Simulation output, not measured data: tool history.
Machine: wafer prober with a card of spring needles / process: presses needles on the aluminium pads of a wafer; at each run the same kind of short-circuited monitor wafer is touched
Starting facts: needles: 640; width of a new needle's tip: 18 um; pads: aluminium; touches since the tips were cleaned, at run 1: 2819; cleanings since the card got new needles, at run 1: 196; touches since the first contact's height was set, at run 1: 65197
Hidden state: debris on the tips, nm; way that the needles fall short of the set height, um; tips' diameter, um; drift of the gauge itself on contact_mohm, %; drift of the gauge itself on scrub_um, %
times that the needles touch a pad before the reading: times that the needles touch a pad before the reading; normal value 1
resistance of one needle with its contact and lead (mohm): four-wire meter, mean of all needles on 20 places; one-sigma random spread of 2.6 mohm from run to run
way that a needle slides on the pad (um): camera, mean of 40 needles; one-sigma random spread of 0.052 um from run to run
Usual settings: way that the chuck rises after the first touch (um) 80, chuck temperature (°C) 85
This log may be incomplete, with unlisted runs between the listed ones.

| run | hour | way that the chuck rises after the first touch (um) | chuck temperature (°C) | times that the needles touch a pad before the reading | touches since the tips were cleaned | cleanings since the card got new needles | touches since the first contact's height was set | resistance of one needle with its contact and lead (mohm) | way that a needle slides on the pad (um) |
|---|---|---|---|---|---|---|---|---|---|
| 1 | 0 | 80 | 85 | 1 | 2819 | 196 | 65197 | 448 | 10.06 |
|  | 1.8 | tips cleaned on abrasive film |
|  | 10.2 | tips cleaned on abrasive film |
|  | 18.6 | tips cleaned on abrasive film |
|  | 25.4 | tips cleaned on abrasive film |
|  | 33.8 | tips cleaned on abrasive film |
|  | 42.2 | tips cleaned on abrasive film |
|  | 50.7 | tips cleaned on abrasive film |
|  | 59.1 | tips cleaned on abrasive film |
|  | 61.1 | height of the first contact set anew |
|  | 67.8 | tips cleaned on abrasive film |
|  | 76.2 | tips cleaned on abrasive film |
| 2 | 82.5 | 80 | 85 | 1 | 2833 | 206 | 9598 | 443 | 10.31 |
|  | 84.3 | tips cleaned on abrasive film |
|  | 92.7 | tips cleaned on abrasive film |
|  | 101.1 | tips cleaned on abrasive film |
|  | 109.6 | tips cleaned on abrasive film |
|  | 118 | tips cleaned on abrasive film |
|  | 126.4 | tips cleaned on abrasive film |
|  | 134.8 | tips cleaned on abrasive film |
|  | 141.6 | tips cleaned on abrasive film |
|  | 150 | tips cleaned on abrasive film |
|  | 158.5 | tips cleaned on abrasive film |
| 3 | 162.8 | 80 | 85 | 1 | 1969 | 216 | 45386 | 412 | 10.18 |
|  | 166.3 | tips cleaned on abrasive film |
|  | 174.7 | tips cleaned on abrasive film |
|  | 183.1 | tips cleaned on abrasive film |
|  | 191.5 | tips cleaned on abrasive film |
|  | 200 | tips cleaned on abrasive film |
|  | 208.4 | tips cleaned on abrasive film |
|  | 215.2 | tips cleaned on abrasive film |
|  | 223.6 | tips cleaned on abrasive film |
|  | 232 | tips cleaned on abrasive film |
|  | 240.4 | tips cleaned on abrasive film |
|  | 248.9 | tips cleaned on abrasive film |
| 4 | 250.9 | 80 | 85 | 1 | 897 | 227 | 84612 | 384 | 10.08 |
|  | 256 | tips cleaned on abrasive film |
|  | 264.4 | tips cleaned on abrasive film |
|  | 269.7 | height of the first contact set anew |
|  | 273.1 | tips cleaned on abrasive film |
|  | 279.9 | tips cleaned on abrasive film |
|  | 288.3 | tips cleaned on abrasive film |
|  | 295.1 | tips cleaned on abrasive film |
|  | 303.5 | tips cleaned on abrasive film |
|  | 311.9 | tips cleaned on abrasive film |
|  | 320.3 | tips cleaned on abrasive film |
| 5 | 325.6 | 80 | 85 | 1 | 2391 | 236 | 24937 | 446 | 10.36 |
|  | 327.4 | tips cleaned on abrasive film |
|  | 335.8 | tips cleaned on abrasive film |
|  | 344.3 | tips cleaned on abrasive film |
|  | 352.7 | tips cleaned on abrasive film |
|  | 361.1 | tips cleaned on abrasive film |
|  | 369.5 | tips cleaned on abrasive film |
|  | 378 | tips cleaned on abrasive film |
|  | 386.4 | tips cleaned on abrasive film |
|  | 393.2 | tips cleaned on abrasive film |
|  | 401.6 | tips cleaned on abrasive film |
|  | 410 | tips cleaned on abrasive film |
| 6 | 412.3 | 80 | 85 | 1 | 1031 | 247 | 63546 | 381 | 10.08 |
|  | 417.4 | tips cleaned on abrasive film |
|  | 425.8 | tips cleaned on abrasive film |
|  | 432.6 | tips cleaned on abrasive film |
|  | 441 | tips cleaned on abrasive film |
|  | 449.4 | tips cleaned on abrasive film |
|  | 456.2 | tips cleaned on abrasive film |
| 7 | 458.5 | 80 | 85 | 3 | 1028 | 253 | 84113 | 340 | 10 |
|  | 463.6 | tips cleaned on abrasive film |
|  | 472 | tips cleaned on abrasive film |
|  | 477.3 | height of the first contact set anew |
|  | 479.1 | tips cleaned on abrasive film |
|  | 487.5 | tips cleaned on abrasive film |
|  | 494.2 | tips cleaned on abrasive film |
|  | 502.7 | tips cleaned on abrasive film |
|  | 509.4 | tips cleaned on abrasive film |
|  | 521.4 | card fitted with new needles |
|  | 529.9 | tips cleaned on abrasive film |
|  | 538.3 | tips cleaned on abrasive film |
| 8 | 541.8 | 80 | 85 | 3 | 1583 | 2 | 9098 | 313 | 10.35 |
|  | 545.2 | tips cleaned on abrasive film |
|  | 553.6 | tips cleaned on abrasive film |
|  | 562.1 | tips cleaned on abrasive film |
|  | 570.5 | tips cleaned on abrasive film |
|  | 577.2 | tips cleaned on abrasive film |
|  | 585.7 | tips cleaned on abrasive film |
|  | 594.1 | tips cleaned on abrasive film |
|  | 602.5 | tips cleaned on abrasive film |
|  | 611 | tips cleaned on abrasive film |
|  | 619.4 | tips cleaned on abrasive film |
|  | 626.1 | tips cleaned on abrasive film |
|  | 634.6 | tips cleaned on abrasive film |
|  | 643 | tips cleaned on abrasive film |
| 9 | 645 | 91 | 85 | 1 | 917 | 15 | 55100 | 323 | 11.57 |
|  | 650.1 | tips cleaned on abrasive film |
|  | 658.6 | tips cleaned on abrasive film |
|  | 667 | tips cleaned on abrasive film |
|  | 673.7 | tips cleaned on abrasive film |
|  | 682.2 | tips cleaned on abrasive film |
|  | 690.6 | tips cleaned on abrasive film |
|  | 699 | tips cleaned on abrasive film |
|  | 707.5 | tips cleaned on abrasive film |
|  | 715.9 | tips cleaned on abrasive film |
| 10 | 718.2 | 80 | 85 | 1 | 1027 | 24 | 87691 | 341 | 10 |
|  | 723.2 | tips cleaned on abrasive film |
|  | 730.2 | height of the first contact set anew |
|  | 732 | tips cleaned on abrasive film |
|  | 738.7 | tips cleaned on abrasive film |
|  | 747.2 | tips cleaned on abrasive film |
|  | 755.6 | tips cleaned on abrasive film |
|  | 762.4 | tips cleaned on abrasive film |
|  | 770.8 | tips cleaned on abrasive film |
|  | 777.5 | tips cleaned on abrasive film |
|  | 786 | tips cleaned on abrasive film |
|  | 794.4 | tips cleaned on abrasive film |
|  | 802.8 | tips cleaned on abrasive film |
|  | 809.6 | tips cleaned on abrasive film |
| 11 | 813.1 | 89 | 32 | 1 | 1580 | 36 | 36903 | 326 | 11.31 |
|  | 816.5 | tips cleaned on abrasive film |
|  | 823.3 | tips cleaned on abrasive film |
|  | 831.7 | tips cleaned on abrasive film |
|  | 838.5 | tips cleaned on abrasive film |
|  | 846.9 | tips cleaned on abrasive film |
|  | 855.3 | tips cleaned on abrasive film |
|  | 862.1 | tips cleaned on abrasive film |
|  | 870.5 | tips cleaned on abrasive film |
| 12 | 873.4 | 89 | 32 | 1 | 1285 | 44 | 63743 | 329 | 11.25 |
|  | 878.5 | tips cleaned on abrasive film |
|  | 886.9 | tips cleaned on abrasive film |
|  | 895.3 | tips cleaned on abrasive film |
|  | 903.7 | tips cleaned on abrasive film |
|  | 912.2 | tips cleaned on abrasive film |
|  | 920.6 | tips cleaned on abrasive film |
|  | 929 | tips cleaned on abrasive film |
|  | 935.8 | tips cleaned on abrasive film |
|  | 937.8 | height of the first contact set anew |
|  | 944.5 | tips cleaned on abrasive film |
| 13 | 944.7 | 79 | 75 | 1 | 88 | 53 | 3094 | 305 | 10.19 |
|  | 951.5 | tips cleaned on abrasive film |
|  | 959.9 | tips cleaned on abrasive film |
|  | 968.3 | tips cleaned on abrasive film |
|  | 976.7 | tips cleaned on abrasive film |
|  | 983.5 | tips cleaned on abrasive film |
|  | 991.9 | tips cleaned on abrasive film |
|  | 1000.4 | tips cleaned on abrasive film |
|  | 1008.8 | tips cleaned on abrasive film |
|  | 1017.2 | tips cleaned on abrasive film |
|  | 1024.9 | tips cleaned on abrasive film |
| 14 | 1024.9 | 79 | 118 | 2 | 0 | 63 | 38840 | 313 | 10.11 |
|  | 1033.3 | tips cleaned on abrasive film |
|  | 1041.8 | tips cleaned on abrasive film |
|  | 1050.2 | tips cleaned on abrasive film |
|  | 1057 | tips cleaned on abrasive film |
|  | 1065.4 | tips cleaned on abrasive film |
|  | 1072.2 | tips cleaned on abrasive film |
|  | 1080.6 | tips cleaned on abrasive film |
|  | 1089 | tips cleaned on abrasive film |
|  | 1097.4 | tips cleaned on abrasive film |
|  | 1105.1 | tips cleaned on abrasive film |
| 15 | 1105.1 | 75 | 115 | 1 | 0 | 73 | 74584 | 322 | 9.36 |
|  | 1113.6 | tips cleaned on abrasive film |
|  | 1122 | tips cleaned on abrasive film |
|  | 1130.4 | tips cleaned on abrasive film |
|  | 1138.8 | tips cleaned on abrasive film |
|  | 1145.6 | tips cleaned on abrasive film |
|  | 1145.9 | height of the first contact set anew |
|  | 1154.3 | tips cleaned on abrasive film |
|  | 1162.8 | tips cleaned on abrasive film |
|  | 1171.2 | tips cleaned on abrasive film |
|  | 1179.6 | tips cleaned on abrasive film |
|  | 1186.6 | tips cleaned on abrasive film |
| 16 | 1186.6 | 76 | 39 | 3 | 0 | 83 | 18159 | 289 | 9.69 |
|  | 1195.1 | tips cleaned on abrasive film |
|  | 1203.5 | tips cleaned on abrasive film |
|  | 1210.2 | tips cleaned on abrasive film |
|  | 1218.7 | tips cleaned on abrasive film |
|  | 1225.4 | tips cleaned on abrasive film |
|  | 1233.9 | tips cleaned on abrasive film |
|  | 1242.3 | tips cleaned on abrasive film |
|  | 1250.7 | tips cleaned on abrasive film |
|  | 1259.1 | tips cleaned on abrasive film |
| 17 | 1265.1 | 87 | 81 | 2 | 2668 | 92 | 53142 | 349 | 11.01 |
|  | 1266.8 | tips cleaned on abrasive film |
|  | 1275.3 | tips cleaned on abrasive film |
|  | 1282 | tips cleaned on abrasive film |
|  | 1290.4 | tips cleaned on abrasive film |
|  | 1297.2 | tips cleaned on abrasive film |
|  | 1305.6 | tips cleaned on abrasive film |
|  | 1314.1 | tips cleaned on abrasive film |
|  | 1322.5 | tips cleaned on abrasive film |
|  | 1330.9 | tips cleaned on abrasive film |
|  | 1337.7 | tips cleaned on abrasive film |
|  | 1346.1 | tips cleaned on abrasive film |
|  | 1352.9 | tips cleaned on abrasive film |
|  | 1354.8 | height of the first contact set anew |
|  | 1361.6 | tips cleaned on abrasive film |
| 18 | 1363.5 | 80 | 101 | 1 | 882 | 105 | 3889 | 356 | 10.35 |
|  | 1368.6 | tips cleaned on abrasive film |
|  | 1377.1 | tips cleaned on abrasive film |
|  | 1385.5 | tips cleaned on abrasive film |
|  | 1393.9 | tips cleaned on abrasive film |
|  | 1402.3 | tips cleaned on abrasive film |
|  | 1410.8 | tips cleaned on abrasive film |
|  | 1418.5 | tips cleaned on abrasive film |
| 19 | 1418.5 | 92 | 75 | 2 | 0 | 112 | 28356 | 295 | 11.75 |

Results for each run, recomputed without the tool's hidden state and with each run's random variation untouched:
| run | resistance of one needle with its contact and lead (mohm) | way that a needle slides on the pad (um) |
|---|---|---|
| 1 | 294 | 10.31 |
| 2 | 293 | 10.33 |
| 3 | 293 | 10.34 |
| 4 | 297 | 10.4 |
| 5 | 294 | 10.45 |
| 6 | 292 | 10.31 |
| 7 | 295 | 10.32 |
| 8 | 295 | 10.38 |
| 9 | 291 | 11.76 |
| 10 | 293 | 10.31 |
| 11 | 273 | 11.45 |
| 12 | 274 | 11.51 |
| 13 | 288 | 10.19 |
| 14 | 302 | 10.25 |
| 15 | 302 | 9.62 |
| 16 | 280 | 9.75 |
| 17 | 288 | 11.21 |
| 18 | 300 | 10.36 |
| 19 | 287 | 11.86 |
